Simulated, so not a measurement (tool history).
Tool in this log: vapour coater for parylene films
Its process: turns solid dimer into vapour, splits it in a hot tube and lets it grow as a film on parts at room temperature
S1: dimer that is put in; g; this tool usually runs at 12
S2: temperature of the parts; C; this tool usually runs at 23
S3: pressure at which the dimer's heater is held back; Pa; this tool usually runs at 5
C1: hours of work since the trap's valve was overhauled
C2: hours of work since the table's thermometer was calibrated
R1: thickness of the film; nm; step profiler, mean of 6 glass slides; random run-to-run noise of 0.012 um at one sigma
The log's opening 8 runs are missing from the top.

run    hour  S1  S2     S3   C1    C2    R1
  9   395.4  12  23      5  191   700  1670
 10     428  12  23      5  212   721  1670
 11   495.5  12  23      5  256   765  1680
 12   525.6  12  23      5  276   785  1650
      549.1  -- trap's valve overhauled
 13   593.5   8  23      5   29   827  1110
 14   630.9  12  23      5   54   851  1650
 15   668.6  12  23      5   78   876  1670
 16   711.3  12  23      5  106   904  1660
 17   773.9  12  23      5  147   945  1670
 18   812.8   8  23      5  172   970  1110
 19   848.8  16  23      5  196   994  2200
 20   903.1  16  23      5  232  1029  2220
 21   968.2  16  23      5  274  1072  2250
      993.1  -- trap's valve overhauled
 22  1012.3  16  23      5   13  1098  2200
 23  1079.8  16  23      5   57  1142  2210
 24  1113.2  12  18      5   78  1164  1810
 25  1160.6   8  16    9.3  110  1195  1200
 26  1226.9   8  16    9.3  153  1238  1210
       1289  -- table's thermometer calibrated
 27  1297.8   8  16    9.3  199     6  1210
 28  1340.8  12  30   3.99  227    34  1500
 29  1393.8  12  30  11.22  261    69  1380
 30  1427.9  12  26   7.97  284    91  1540
     1439.1  -- trap's valve overhauled
 31  1460.6  12  27   9.53   14   110  1510

Run 32 is up next; what results do you expect?
 32  1514.6  12  27  9.53  49  145   ?

Run 32 came out at R1 1510 nm.
On a tool with no hidden condition, and with the same random variation, this run would have come out at R1 1510 nm.
